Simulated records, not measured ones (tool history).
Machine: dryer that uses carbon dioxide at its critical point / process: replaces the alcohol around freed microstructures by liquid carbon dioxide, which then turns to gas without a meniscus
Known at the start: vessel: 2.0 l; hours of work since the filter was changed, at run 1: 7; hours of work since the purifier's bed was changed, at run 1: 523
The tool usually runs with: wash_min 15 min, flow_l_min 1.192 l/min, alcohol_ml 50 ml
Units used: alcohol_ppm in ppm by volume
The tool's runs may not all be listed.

run    hour  wash_min  flow_l_min  alcohol_ml  hours of work since the filter was changed  hours of work since the purifier's bed was changed  alcohol_ppm
  1     0.0        15       1.192          50                                           7                                                 523           48
  2    36.6        15       1.192          50                                          21                                                 537           49
  3    59.2        15       1.192          50                                          30                                                 546           59
  4    93.7        15       1.800          50                                          43                                                 559           46
  5   129.9        15       1.060          50                                          57                                                 573           79
  6   146.9        15       1.192          50                                          63                                                 579           65
  7   189.1        15       1.230          50                                          79                                                 595           60
  8   226.7        15       1.192          37                                          94                                                 610           60
  9   245.0        10       1.192          50                                         101                                                 617          221
 10   265.2        10       1.192          50                                         108                                                 624          221
 11   300.8        16       1.192          50                                         122                                                 638           51
 12   331.8        16       1.192          50                                         134                                                 650           71
 13   365.9        15       1.250          50                                         147                                                 663           66
 14   397.1        15       1.600          50                                         159                                                 675           56
 15   421.5        11       1.192          50                                         168                                                 684          175
 16   461.4        15       1.192          50                                         183                                                 699           72
 17   493.7        15       1.192          50                                         196                                                 712           75
 18   517.1        15       1.540          50                                         205                                                 721           59
 19   557.8        20       1.192          50                                         220                                                 736           63
 20   584.4        20       1.192          82                                         230                                                 746           66
 21   609.5        16       1.192          82                                         240                                                 756           92
 22   632.1        15       1.192          50                                         249                                                 765           97
 23   666.6        15       1.192          50                                         262                                                 778           90
 24   688.8        15       1.192          77                                         270                                                 786           96
 25   713.0        10       1.590          68                                         280                                                 795          128
 26   733.1        15       1.192          24                                         287                                                 803           65
 27   766.8        13       1.930          34                                         300                                                 816           62
 28   805.0        13       1.930          34                                         315                                                 831           69
 29   836.6        15       1.290          36                                         327                                                 843           80
 30   870.6        15       1.290          22                                         340                                                 856           71
      880.9  -- inlet filter changed
 31   899.6        15       1.290          56                                           7                                                 866           64
      914.0  -- purifier's bed changed
 32   937.5        18       1.070          46                                          20                                                   9           18
 33   963.5        18       1.500          46                                          30                                                  19           10
 34   988.0        21       1.050          46                                          40                                                  28           10
 35  1005.4        14       1.840          46                                          46                                                  35            6
 36  1036.1        10       1.770         107                                          58                                                  47           39
 37  1054.4        14       1.870          50                                          65                                                  54            9
 38  1091.1        13       1.310          24                                          79                                                  68           15
 39  1123.3        23       1.020          26                                          92                                                  80            9
 40  1140.5        12       0.820          50                                          98                                                  87          438
 41  1160.8        12       0.820          50                                         106                                                  94          470
 42  1178.9        15       1.920          25                                         113                                                 101           12
 43  1212.7        15       1.920          25                                         126                                                 114           14
 44  1236.3        15       1.660          20                                         135                                                 123           15
 45  1276.1        16       0.850          59                                         150                                                 138          142
 46  1297.6        12       1.270          50                                         158                                                 147           70
 47  1339.0        24       1.270          50                                         174                                                 162           12

Alternative continuations, all from the tool just after run 47; predict every row:
  A  1374.3        11       1.192         107                                         187                                                 176            ?
  B  1374.3        24       1.270          34                                         187                                                 176            ?
  C  1374.3        15       1.340          50                                         187                                                 176            ?
  D  1374.3        17       1.100          92                                         187                                                 176            ?

run  alcohol_ppm
  A          301
  B           20
  C           30
  D           51
With no hidden state in the tool, these same runs would have given:
run  alcohol_ppm
  A          171
  B            7
  C           14
  D           24
